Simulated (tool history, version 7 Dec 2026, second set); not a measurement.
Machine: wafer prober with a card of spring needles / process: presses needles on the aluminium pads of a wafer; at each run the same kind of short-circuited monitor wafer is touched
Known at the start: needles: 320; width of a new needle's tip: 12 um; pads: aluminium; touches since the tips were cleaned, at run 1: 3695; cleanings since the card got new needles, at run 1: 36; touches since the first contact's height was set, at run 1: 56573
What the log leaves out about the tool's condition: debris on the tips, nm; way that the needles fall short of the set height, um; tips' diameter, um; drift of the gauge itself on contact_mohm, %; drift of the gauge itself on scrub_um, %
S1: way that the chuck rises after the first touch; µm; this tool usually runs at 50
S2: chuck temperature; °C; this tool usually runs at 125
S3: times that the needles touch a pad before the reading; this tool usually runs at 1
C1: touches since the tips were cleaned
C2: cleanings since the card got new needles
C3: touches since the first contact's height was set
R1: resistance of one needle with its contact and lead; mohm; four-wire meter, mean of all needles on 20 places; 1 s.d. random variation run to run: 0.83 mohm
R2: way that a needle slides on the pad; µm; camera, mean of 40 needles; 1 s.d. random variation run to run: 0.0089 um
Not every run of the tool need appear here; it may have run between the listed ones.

{"run": 1, "hour": 0.0, "S1": 50, "S2": 125, "S3": 1, "C1": 3695, "C2": 36, "C3": 56573, "R1": 218.1, "R2": 7.15}
{"hour": 6.4, "done": "tips cleaned on abrasive film"}
{"hour": 21.4, "done": "tips cleaned on abrasive film"}
{"run": 2, "hour": 23.4, "S1": 50, "S2": 125, "S3": 1, "C1": 822, "C2": 38, "C3": 66375, "R1": 212.7, "R2": 7.146}
{"hour": 36.7, "done": "tips cleaned on abrasive film"}
{"run": 3, "hour": 40.5, "S1": 50, "S2": 80, "S3": 1, "C1": 1607, "C2": 39, "C3": 73564, "R1": 203.9, "R2": 7.124}
{"hour": 52.1, "done": "tips cleaned on abrasive film"}
{"run": 4, "hour": 62.3, "S1": 50, "S2": 80, "S3": 1, "C1": 4317, "C2": 40, "C3": 82736, "R1": 209.8, "R2": 7.121}
{"hour": 66.6, "done": "tips cleaned on abrasive film"}
{"run": 5, "hour": 79.0, "S1": 50, "S2": 80, "S3": 1, "C1": 5217, "C2": 41, "C3": 89762, "R1": 212.0, "R2": 7.102}
{"hour": 81.2, "done": "tips cleaned on abrasive film"}
{"run": 6, "hour": 91.2, "S1": 50, "S2": 80, "S3": 1, "C1": 4244, "C2": 42, "C3": 94888, "R1": 209.8, "R2": 7.094}
{"hour": 94.7, "done": "tips cleaned on abrasive film, once more"}
{"run": 7, "hour": 106.4, "S1": 64, "S2": 125, "S3": 1, "C1": 4962, "C2": 43, "C3": 101275, "R1": 218.3, "R2": 9.105}
{"hour": 111.0, "done": "tips cleaned on abrasive film"}
{"hour": 126.4, "done": "tips cleaned on abrasive film"}
{"run": 8, "hour": 132.9, "S1": 64, "S2": 125, "S3": 1, "C1": 2739, "C2": 45, "C3": 112390, "R1": 216.2, "R2": 9.122}
{"hour": 141.8, "done": "tips cleaned on abrasive film"}
{"run": 9, "hour": 149.1, "S1": 64, "S2": 125, "S3": 1, "C1": 3090, "C2": 46, "C3": 119223, "R1": 215.8, "R2": 9.1}
{"hour": 157.5, "done": "tips cleaned on abrasive film"}
{"run": 10, "hour": 167.7, "S1": 69, "S2": 125, "S3": 1, "C1": 4330, "C2": 47, "C3": 127053, "R1": 219.4, "R2": 9.816}
{"hour": 172.8, "done": "tips cleaned on abrasive film"}
{"run": 11, "hour": 182.7, "S1": 50, "S2": 125, "S3": 1, "C1": 4193, "C2": 48, "C3": 133324, "R1": 218.0, "R2": 7.077}
{"hour": 189.5, "done": "tips cleaned on abrasive film"}
{"hour": 204.9, "done": "tips cleaned on abrasive film"}
{"run": 12, "hour": 211.2, "S1": 50, "S2": 47, "S3": 1, "C1": 2677, "C2": 50, "C3": 145327, "R1": 200.2, "R2": 7.042}
{"hour": 219.6, "done": "tips cleaned on abrasive film"}
{"run": 13, "hour": 228.1, "S1": 50, "S2": 125, "S3": 1, "C1": 3576, "C2": 51, "C3": 152397, "R1": 216.1, "R2": 7.042}
{"hour": 234.1, "done": "tips cleaned on abrasive film"}
{"hour": 249.6, "done": "tips cleaned on abrasive film"}
{"run": 14, "hour": 253.2, "S1": 50, "S2": 125, "S3": 1, "C1": 1537, "C2": 53, "C3": 162939, "R1": 216.4, "R2": 7.028}
{"hour": 264.9, "done": "tips cleaned on abrasive film"}
{"run": 15, "hour": 275.3, "S1": 50, "S2": 125, "S3": 1, "C1": 4389, "C2": 54, "C3": 172253, "R1": 218.4, "R2": 7.035}
{"hour": 279.7, "done": "tips cleaned on abrasive film"}
{"hour": 296.0, "done": "tips cleaned on abrasive film"}
{"run": 16, "hour": 296.0, "S1": 46, "S2": 115, "S3": 1, "C1": 0, "C2": 56, "C3": 180899, "R1": 206.4, "R2": 6.426}
{"hour": 312.2, "done": "tips cleaned on abrasive film"}
{"run": 17, "hour": 312.7, "S1": 55, "S2": 36, "S3": 3, "C1": 205, "C2": 57, "C3": 187940, "R1": 187.3, "R2": 7.716}
{"hour": 327.7, "done": "tips cleaned on abrasive film"}
{"run": 18, "hour": 340.6, "S1": 37, "S2": 36, "S3": 1, "C1": 5449, "C2": 58, "C3": 199707, "R1": 215.7, "R2": 5.118}
{"hour": 342.4, "done": "tips cleaned on abrasive film"}
{"hour": 350.0, "done": "height of the first contact set anew"}
{"run": 19, "hour": 352.9, "S1": 37, "S2": 121, "S3": 1, "C1": 4310, "C2": 59, "C3": 1218, "R1": 226.1, "R2": 5.33}
{"hour": 357.3, "done": "tips cleaned on abrasive film"}
{"run": 20, "hour": 371.4, "S1": 63, "S2": 125, "S3": 1, "C1": 5944, "C2": 60, "C3": 8989, "R1": 220.2, "R2": 9.082}
{"hour": 372.8, "done": "tips cleaned on abrasive film"}
{"hour": 388.5, "done": "tips cleaned on abrasive film"}
{"run": 21, "hour": 399.8, "S1": 48, "S2": 63, "S3": 2, "C1": 4790, "C2": 62, "C3": 20924, "R1": 203.7, "R2": 6.908}
{"hour": 403.5, "done": "tips cleaned on abrasive film"}
{"hour": 419.8, "done": "tips cleaned on abrasive film"}
{"run": 22, "hour": 424.4, "S1": 48, "S2": 35, "S3": 1, "C1": 1965, "C2": 64, "C3": 31256, "R1": 197.3, "R2": 6.882}
{"hour": 434.5, "done": "tips cleaned on abrasive film"}
{"run": 23, "hour": 439.9, "S1": 35, "S2": 125, "S3": 3, "C1": 2251, "C2": 65, "C3": 37742, "R1": 215.7, "R2": 5.019}
{"hour": 449.0, "done": "tips cleaned on abrasive film"}
{"run": 24, "hour": 454.4, "S1": 52, "S2": 84, "S3": 1, "C1": 2271, "C2": 66, "C3": 43834, "R1": 208.2, "R2": 7.46}
{"hour": 464.4, "done": "tips cleaned on abrasive film"}
{"run": 25, "hour": 476.4, "S1": 45, "S2": 125, "S3": 1, "C1": 5109, "C2": 67, "C3": 53131, "R1": 220.8, "R2": 6.441}
{"hour": 479.4, "done": "tips cleaned on abrasive film"}
{"run": 26, "hour": 490.5, "S1": 50, "S2": 114, "S3": 1, "C1": 4680, "C2": 68, "C3": 59038, "R1": 217.5, "R2": 7.173}
{"hour": 495.2, "done": "tips cleaned on abrasive film"}
{"hour": 511.9, "done": "tips cleaned on abrasive film"}
{"run": 27, "hour": 512.8, "S1": 50, "S2": 114, "S3": 1, "C1": 387, "C2": 70, "C3": 68374, "R1": 207.6, "R2": 7.15}
{"hour": 526.4, "done": "tips cleaned on abrasive film"}
{"run": 28, "hour": 538.1, "S1": 65, "S2": 31, "S3": 2, "C1": 4980, "C2": 71, "C3": 79050, "R1": 194.7, "R2": 9.303}
{"hour": 541.2, "done": "tips cleaned on abrasive film"}
{"hour": 556.0, "done": "tips cleaned on abrasive film"}
{"run": 29, "hour": 559.2, "S1": 31, "S2": 125, "S3": 1, "C1": 1342, "C2": 73, "C3": 87871, "R1": 225.4, "R2": 4.374}
{"hour": 571.6, "done": "tips cleaned on abrasive film"}
{"run": 30, "hour": 584.6, "S1": 31, "S2": 125, "S3": 1, "C1": 5521, "C2": 74, "C3": 98581, "R1": 241.3, "R2": 4.387}

4 options for the next run, each taken on its own from the tool as it stands now. Forecast them:
{"hour": 586.7, "done": "tips cleaned on abrasive film"}
{"run": "A", "hour": 600.9, "S1": 34, "S2": 125, "S3": 2, "C1": 6028, "C2": 75, "C3": 105449, "R1": "?", "R2": "?"}
{"hour": 586.7, "done": "tips cleaned on abrasive film"}
{"run": "B", "hour": 600.9, "S1": 50, "S2": 37, "S3": 1, "C1": 6028, "C2": 75, "C3": 105449, "R1": "?", "R2": "?"}
{"hour": 586.7, "done": "tips cleaned on abrasive film"}
{"run": "C", "hour": 600.9, "S1": 46, "S2": 35, "S3": 2, "C1": 6028, "C2": 75, "C3": 105449, "R1": "?", "R2": "?"}
{"hour": 586.7, "done": "tips cleaned on abrasive film"}
{"run": "D", "hour": 600.9, "S1": 62, "S2": 125, "S3": 3, "C1": 6028, "C2": 75, "C3": 105449, "R1": "?", "R2": "?"}

run=A R1=225.0 R2=4.810
run=B R1=204.5 R2=7.122
run=C R1=198.9 R2=6.519
run=D R1=211.4 R2=8.836
What these runs would have given with no unlogged condition in the tool:
run=A R1=209.2 R2=4.913
run=B R1=189.8 R2=7.226
run=C R1=188.4 R2=6.622
run=D R1=207.8 R2=8.940

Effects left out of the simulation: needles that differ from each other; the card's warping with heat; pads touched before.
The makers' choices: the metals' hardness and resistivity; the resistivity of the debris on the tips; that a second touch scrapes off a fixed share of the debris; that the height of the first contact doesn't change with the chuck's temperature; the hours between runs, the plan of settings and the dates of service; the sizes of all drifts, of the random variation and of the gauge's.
